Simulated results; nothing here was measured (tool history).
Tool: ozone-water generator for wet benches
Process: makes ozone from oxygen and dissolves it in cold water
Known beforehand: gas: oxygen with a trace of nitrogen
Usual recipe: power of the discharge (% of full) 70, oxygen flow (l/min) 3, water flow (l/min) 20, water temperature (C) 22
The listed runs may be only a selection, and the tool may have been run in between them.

run    hour  power of the discharge (% of full)  oxygen flow (l/min)  water flow (l/min)  water temperature (C)  dissolved ozone (ppm)  ozone in the gas ahead of the water (g/m3)
  1       0                                  70                    3                  20                     22                   13.8                                       178.2
  2    35.1                                  70                    3                  20                     22                   13.6                                       178.8
  3    56.3                                  53                    3                  20                     22                   10.9                                       140.9
  4   102.7                                  53                    3                  20                     22                   11.1                                       140.8
  5   148.3                                  70                    3                  20                     14                   14.9                                         178
  6   175.7                                  70                    3                  20                     14                   14.9                                       177.6
  7   202.6                                  70                    3                  20                     22                   13.7                                       178.9
  8   248.5                                  70                    3                  20                     22                   13.9                                       177.6
  9   297.5                                  60                    3                  20                     22                   11.9                                       156.5
 10   347.9                                  70                    3                  20                     22                   13.9                                       177.9
 11   384.4                                  70                    3                  20                     22                   13.9                                       177.1
      387.8  -- water thermometer calibrated
 12   422.4                                  70                    3                  20                     18                   14.3                                       178.4
 13   446.9                                  70                    3                  20                     18                   14.3                                       178.1
      462.6  -- water thermometer calibrated, once more
 14   470.2                                  70                    3                  32                     18                    8.9                                       177.8
 15   493.9                                  70                    3                  32                     18                    8.7                                       175.7
 16   532.7                                  70                    3                  32                     18                    8.8                                       178.2
 17   568.9                                  70                    3                  32                     18                    8.9                                       177.5
 18   604.6                                  70                    3                  32                     18                    8.7                                       178.1
 19   633.7                                  70                 3.95                  19                     22                   14.7                                       153.7
 20     672                                  70                 1.75                  15                     22                   16.5                                         238
 21     714                                  70                 1.69                  19                     19                   13.1                                       239.9
 22   761.4                                  60                    3                  20                     22                   12.2                                         154
 23   782.1                                  60                    3                  20                     22                   12.3                                       156.3
 24   818.6                                  60                    3                  20                     22                   12.2                                       155.8
 25   856.2                                  70                 2.38                  20                     22                   13.4                                       199.1
 26   885.9                                  70                 3.04                  20                     22                   13.9                                       174.1
 27   931.4                                  54                 3.04                  20                     14                     12                                       142.3
 28   965.4                                  91                    3                  20                     22                   16.9                                       218.4
 29  1010.3                                  91                    3                  20                     22                   16.6                                       220.3
 30  1035.6                                  91                    3                  20                     22                     17                                       218.9
 31  1058.5                                  70                    3                  21                     17                   13.8                                       178.6
 32  1091.3                                  70                 2.64                  17                     17                   16.5                                       188.6
 33  1132.8                                  70                 4.06                  14                     22                   18.3                                       151.2
 34  1166.9                                  70                    3                  20                     19                   14.2                                       177.5

Below, some changes in dissolved ozone (ppm) between adjacent runs. For each, the amount present without the hidden state too (settings, incoming material, random variation) and the amount remaining for the hidden state with gauge scatter not shared by both compared results:
Unlogged tool condition in this case: yield of the discharge, % of new electrodes'; contactor's efficiency, % of a clean one's; true water temperature over the reading, C; drift of the gauge itself on ozone_ppm, %; drift of the gauge itself on gas_g_m3, %.
Run 4 -> 5: power of the discharge (% of full) 53 -> 70, water temperature (C) 22 -> 14. dissolved ozone (ppm) +3.8: hidden state -0.2, all else +4.
Run 13 -> 14: water flow (l/min) 20 -> 32, water thermometer calibrated, once more. dissolved ozone (ppm) -5.4: hidden state +0.3, all else -5.7.
Run 18 -> 19: oxygen flow (l/min) 3 -> 3.95, water flow (l/min) 32 -> 19, water temperature (C) 18 -> 22. dissolved ozone (ppm) +6: hidden state -0.1, all else +6.1.
Run 27 -> 28: power of the discharge (% of full) 54 -> 91, oxygen flow (l/min) 3.04 -> 3, water temperature (C) 14 -> 22. dissolved ozone (ppm) +4.9: hidden state -0.4, all else +5.3.

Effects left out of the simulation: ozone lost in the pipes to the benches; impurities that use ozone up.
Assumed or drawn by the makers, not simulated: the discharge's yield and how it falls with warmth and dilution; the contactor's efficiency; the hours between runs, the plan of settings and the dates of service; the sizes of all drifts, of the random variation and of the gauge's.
